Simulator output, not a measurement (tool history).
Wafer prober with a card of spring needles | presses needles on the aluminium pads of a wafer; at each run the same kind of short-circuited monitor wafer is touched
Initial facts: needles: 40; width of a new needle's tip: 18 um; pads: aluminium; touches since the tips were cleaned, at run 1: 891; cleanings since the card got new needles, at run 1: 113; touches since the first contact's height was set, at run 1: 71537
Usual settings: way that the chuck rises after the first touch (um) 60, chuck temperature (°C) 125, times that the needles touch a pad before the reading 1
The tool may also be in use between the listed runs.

run	hour	way that the chuck rises after the first touch (um)	chuck temperature (°C)	times that the needles touch a pad before the reading	touches since the tips were cleaned	cleanings since the card got new needles	touches since the first contact's height was set	resistance of one needle with its contact and lead (mohm)	way that a needle slides on the pad (um)
1	0	60	125	1	891	113	71537	496	13.44
# hour 14.2: tips cleaned on abrasive film
# hour 31.6: tips cleaned on abrasive film
# hour 48.8: tips cleaned on abrasive film
# hour 54.9: height of the first contact set anew
2	54.9	60	125	1	1941	116	0	754	13.54
# hour 65.6: tips cleaned on abrasive film
# hour 79.8: tips cleaned on abrasive film
# hour 97.5: tips cleaned on abrasive film
3	105.9	60	125	1	2823	119	16952	908	13.46
# hour 113.1: tips cleaned on abrasive film
# hour 130.8: tips cleaned on abrasive film
# hour 147.6: tips cleaned on abrasive film
# hour 164.6: tips cleaned on abrasive film
4	165.7	60	125	1	387	123	36793	415	13.31
# hour 179.8: tips cleaned on abrasive film
# hour 197: tips cleaned on abrasive film
# hour 211.2: tips cleaned on abrasive film
# hour 228.4: tips cleaned on abrasive film
5	234.4	60	125	1	2027	127	59617	726	13.32
# hour 245.1: tips cleaned on abrasive film
# hour 262.3: tips cleaned on abrasive film
# hour 279.6: tips cleaned on abrasive film
6	291	60	125	1	3810	130	78409	1021	13.38
# hour 294.6: tips cleaned on abrasive film
# hour 308.8: tips cleaned on abrasive film
# hour 326.3: tips cleaned on abrasive film
# hour 326.6: height of the first contact set anew
7	330.7	60	125	1	1359	133	1359	639	13.52
# hour 341.2: tips cleaned on abrasive film
# hour 358.8: tips cleaned on abrasive film
8	362.6	60	125	1	1260	135	11938	612	13.5
# hour 373.2: tips cleaned on abrasive film
# hour 387.4: tips cleaned on abrasive film
# hour 401.6: tips cleaned on abrasive film
9	414.3	60	125	3	4224	138	29110	501	13.43
# hour 417.9: tips cleaned on abrasive film
# hour 432.1: tips cleaned on abrasive film
# hour 446.3: tips cleaned on abrasive film
# hour 463.5: tips cleaned on abrasive film
10	463.5	60	125	3	0	142	45437	190	13.47
# hour 480.8: tips cleaned on abrasive film
# hour 498: tips cleaned on abrasive film
11	510.3	60	125	2	4087	144	60984	729	13.38
# hour 513.9: tips cleaned on abrasive film
# hour 531.1: tips cleaned on abrasive film
12	540.1	65	125	1	3018	146	70884	810	14.53
# hour 546.7: tips cleaned on abrasive film
# hour 563.9: tips cleaned on abrasive film
# hour 579: tips cleaned on abrasive film
13	579	45	56	3	0	149	83769	218	9.9
# hour 596.4: tips cleaned on abrasive film
# hour 596.7: height of the first contact set anew
# hour 614.5: tips cleaned on abrasive film
# hour 632.2: tips cleaned on abrasive film
14	636.4	61	67	3	1422	152	13196	330	13.86
# hour 647.1: tips cleaned on abrasive film
# hour 664.8: tips cleaned on abrasive film
# hour 682.2: tips cleaned on abrasive film
15	686.2	64	94	1	1346	155	29736	625	14.36
# hour 696.9: tips cleaned on abrasive film
# hour 714.3: tips cleaned on abrasive film
# hour 728.5: tips cleaned on abrasive film
16	733	52	44	1	1504	158	45254	877	11.59
# hour 743.7: tips cleaned on abrasive film
# hour 757.9: tips cleaned on abrasive film
# hour 774.3: tips cleaned on abrasive film
17	774.3	52	44	1	0	161	58940	300	11.55
# hour 791.8: tips cleaned on abrasive film
# hour 809.2: tips cleaned on abrasive film
# hour 826.5: tips cleaned on abrasive film
# hour 843.9: tips cleaned on abrasive film
18	844.1	75	53	1	56	165	82128	245	16.61

4 ways to go on from here, each from the tool as it stands after run 18. What would each give?
# hour 861.5: tips cleaned on abrasive film
# hour 868.8: height of the first contact set anew
A	875.2	52	26	1	4485	166	2130	?	?
# hour 861.5: tips cleaned on abrasive film
# hour 868.8: height of the first contact set anew
B	875.2	57	40	1	4485	166	2130	?	?
# hour 861.5: tips cleaned on abrasive film
# hour 868.8: height of the first contact set anew
C	875.2	75	53	2	4485	166	2130	?	?
# hour 861.5: tips cleaned on abrasive film
# hour 868.8: height of the first contact set anew
D	875.2	59	59	3	4485	166	2130	?	?

run	resistance of one needle with its contact and lead (mohm)	way that a needle slides on the pad (um)
A	1569	11.73
B	1335	12.9
C	551	17.04
D	551	13.25
What these runs would have given with no unlogged condition in the tool:
run	resistance of one needle with its contact and lead (mohm)	way that a needle slides on the pad (um)
A	146	11.73
B	148	12.9
C	138	17.04
D	153	13.25

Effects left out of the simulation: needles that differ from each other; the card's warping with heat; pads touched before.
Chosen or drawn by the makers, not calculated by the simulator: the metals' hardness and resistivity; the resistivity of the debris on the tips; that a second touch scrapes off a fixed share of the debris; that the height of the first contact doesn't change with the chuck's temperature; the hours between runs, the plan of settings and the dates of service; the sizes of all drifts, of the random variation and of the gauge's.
